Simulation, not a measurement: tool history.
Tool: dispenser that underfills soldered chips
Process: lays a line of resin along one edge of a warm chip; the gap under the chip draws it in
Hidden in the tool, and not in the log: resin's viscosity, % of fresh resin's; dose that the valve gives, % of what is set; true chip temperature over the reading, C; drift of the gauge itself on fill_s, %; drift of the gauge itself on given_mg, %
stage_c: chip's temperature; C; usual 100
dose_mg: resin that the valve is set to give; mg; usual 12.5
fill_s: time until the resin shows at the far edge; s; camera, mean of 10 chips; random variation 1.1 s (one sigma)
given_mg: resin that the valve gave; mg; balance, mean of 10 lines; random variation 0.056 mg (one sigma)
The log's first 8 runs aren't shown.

| run | day | stage_c | dose_mg | hours of work since the syringe was changed | hours of work since the valve was cleaned | hours of work since the stage was calibrated | fill_s | given_mg |
|---|---|---|---|---|---|---|---|---|
|  | 2.142 | new syringe of resin |
| 9 | 2.446 | 88 | 12.5 | 4 | 65 | 202 | 228.1 | 12.00 |
| 10 | 2.854 | 88 | 14.0 | 11 | 71 | 208 | 370.5 | 13.31 |
|  | 2.954 | new syringe of resin |
| 11 | 3.096 | 100 | 13.8 | 2 | 75 | 211 | 123.3 | 13.24 |
| 12 | 3.479 | 100 | 13.8 | 8 | 80 | 217 | 199.3 | 13.09 |
| 13 | 3.679 | 100 | 13.8 | 11 | 83 | 220 | 254.2 | 12.97 |
|  | 3.754 | new syringe of resin |
| 14 | 3.962 | 100 | 14.9 | 3 | 87 | 224 | 134.7 | 14.00 |
|  | 4.029 | dispensing valve cleaned and set on the balance |
| 15 | 4.258 | 100 | 12.5 | 7 | 3 | 227 | 185.3 | 12.37 |
|  | 4.579 | new syringe of resin |
| 16 | 4.683 | 100 | 15.7 | 2 | 10 | 234 | 117.2 | 15.65 |
| 17 | 4.883 | 100 | 15.7 | 5 | 12 | 237 | 151.5 | 15.51 |
| 18 | 5.100 | 100 | 12.5 | 8 | 16 | 240 | 203.6 | 12.24 |
|  | 5.379 | new syringe of resin |
| 19 | 5.462 | 96 | 13.5 | 1 | 21 | 245 | 129.8 | 13.24 |
| 20 | 5.696 | 94 | 13.5 | 5 | 24 | 248 | 182.8 | 13.28 |
| 21 | 6.108 | 94 | 13.5 | 11 | 30 | 255 | 309.8 | 13.13 |
|  | 6.171 | new syringe of resin |
| 22 | 6.392 | 94 | 13.5 | 3 | 34 | 259 | 167.5 | 13.21 |
| 23 | 6.612 | 112 | 13.8 | 7 | 38 | 262 | 124.0 | 13.43 |
| 24 | 6.825 | 112 | 13.8 | 10 | 41 | 265 | 160.4 | 13.40 |
|  | 6.962 | new syringe of resin |
| 25 | 7.208 | 100 | 13.8 | 4 | 46 | 270 | 140.6 | 13.44 |
| 26 | 7.462 | 94 | 11.7 | 7 | 50 | 274 | 236.9 | 11.27 |
| 27 | 7.679 | 90 | 11.2 | 11 | 53 | 277 | 371.5 | 10.82 |

Forecast run 28:
|  | 7.750 | new syringe of resin |
| 28 | 8.042 | 98 | 15.4 | 4 | 58 | 283 | ? | ? |

fill_s: 155.6 s
given_mg: 14.75 mg
Without the tool's hidden state the same run would have given fill_s 107.8 s, given_mg 15.38 mg.

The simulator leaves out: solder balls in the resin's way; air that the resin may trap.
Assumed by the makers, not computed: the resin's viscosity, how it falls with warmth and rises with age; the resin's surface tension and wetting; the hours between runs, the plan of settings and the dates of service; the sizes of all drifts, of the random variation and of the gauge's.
